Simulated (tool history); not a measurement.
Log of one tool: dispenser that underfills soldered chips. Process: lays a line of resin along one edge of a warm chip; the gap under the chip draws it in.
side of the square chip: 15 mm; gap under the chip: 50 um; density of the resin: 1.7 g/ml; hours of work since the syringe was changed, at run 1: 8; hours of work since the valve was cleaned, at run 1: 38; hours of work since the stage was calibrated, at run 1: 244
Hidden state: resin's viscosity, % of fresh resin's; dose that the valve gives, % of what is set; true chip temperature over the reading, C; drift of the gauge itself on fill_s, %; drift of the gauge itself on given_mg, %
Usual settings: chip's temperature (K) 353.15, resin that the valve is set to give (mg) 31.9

run	hour	chip's temperature (K)	resin that the valve is set to give (mg)	hours of work since the syringe was changed	hours of work since the valve was cleaned	hours of work since the stage was calibrated	time until the resin shows at the far edge (s)	resin that the valve gave (mg)
1	0	353.15	31.9	8	38	244	433.8	30.86
# hour 2.1: new syringe of resin
2	12.8	353.15	31.9	8	48	254	434.4	30.61
# hour 14: new syringe of resin
# hour 18.2: dispensing valve cleaned and set on the balance
3	23.4	353.15	31.9	6	4	261	374.8	31.83
# hour 27.4: new syringe of resin
4	36	353.15	31.9	6	13	270	380.6	31.76
# hour 39.4: new syringe of resin
5	44	353.15	31.9	3	19	276	300.2	31.44
# hour 51.4: new syringe of resin
6	58	353.15	31.9	5	30	287	337.8	31.17
# hour 63.6: new syringe of resin
7	66.2	353.15	31.9	2	36	292	262.3	31.12
# hour 75.7: new syringe of resin
8	79.8	353.15	31.9	3	46	303	284.5	30.68
# hour 87.6: dispensing valve cleaned and set on the balance
# hour 88.7: new syringe of resin
9	90.3	353.15	30.5	1	2	310	253	30.55
# hour 100.5: new syringe of resin
10	100.6	353.15	30.5	0	9	317	230.9	30.35
11	107.5	355.15	31.9	5	15	322	321.9	31.71
# hour 112.4: new syringe of resin
12	119.5	353.15	31.9	5	24	331	347	31.46
# hour 124.1: new syringe of resin
13	128.3	353.15	32.3	3	30	338	288.2	31.84
# hour 136.2: new syringe of resin
14	141.3	353.15	32.3	4	40	347	315.4	31.47
# hour 148.1: new syringe of resin
15	155.2	353.15	28.5	5	50	358	347.3	27.46
# hour 157.3: dispensing valve cleaned and set on the balance
# hour 161.6: new syringe of resin
16	164.7	353.15	31.9	2	5	364	270.6	31.89
17	172.4	353.15	31.9	8	11	370	447	31.6
# hour 173.9: new syringe of resin
18	182.6	353.15	31.9	7	19	377	392.3	31.27
# hour 186.5: new syringe of resin
19	195.2	356.15	38.6	7	28	387	334.2	37.63
# hour 198.4: new syringe of resin
20	201.9	352.15	28.9	3	33	392	291.5	28.24
# hour 210.3: new syringe of resin
21	216	352.15	28.9	4	43	402	335.5	27.9
# hour 222.2: new syringe of resin
# hour 226.7: dispensing valve cleaned and set on the balance
22	230.1	360.15	27.6	5	3	412	276.2	27.4
# hour 235.4: new syringe of resin
23	236.8	360.15	27.6	1	7	417	195.5	27.47
24	243.4	360.15	27.6	6	12	422	294	27.37
# hour 247.6: new syringe of resin
25	255.9	360.15	27.6	6	22	431	307.4	27.17
# hour 259.8: new syringe of resin
26	265.8	360.15	27.6	5	29	438	259.6	26.82
# hour 272.6: new syringe of resin
27	274.5	360.15	27.6	1	35	445	210.3	26.8
# hour 284.3: new syringe of resin
28	284.5	341.15	33.3	0	43	452	359.7	32.08
29	291.2	353.15	34	5	48	457	353.1	32.65
# hour 296.2: dispensing valve cleaned and set on the balance
# hour 297.5: new syringe of resin
30	299.6	340.15	27.5	2	2	463	423.4	27.38
31	306.4	340.15	27.5	7	8	468	642.6	27.32
# hour 310.1: new syringe of resin
32	320.2	346.15	28.1	8	18	478	548.9	27.75
# hour 322.9: new syringe of resin
33	329.9	339.15	29.4	5	25	485	581.2	28.72
# hour 334.9: new syringe of resin
34	344.3	345.15	31.1	7	36	496	527.6	30.09
# hour 347.5: new syringe of resin
35	352.6	345.15	31.1	4	42	502	401.9	30.05

3 ways to go on from here, each from the tool as it stands after run 35. What would each give?
# hour 359.8: new syringe of resin
A	363.2	340.15	33.7	3	50	510	?	?
# hour 359.8: new syringe of resin
B	363.2	353.15	29.3	3	50	510	?	?
# hour 359.8: new syringe of resin
C	363.2	345.15	31.1	3	50	510	?	?

run	time until the resin shows at the far edge (s)	resin that the valve gave (mg)
A	444.2	32.35
B	285.6	28.22
C	369.4	29.88
Without the tool's hidden state the same runs would have given:
run	time until the resin shows at the far edge (s)	resin that the valve gave (mg)
A	348	33.67
B	223.6	29.37
C	289.2	31.1
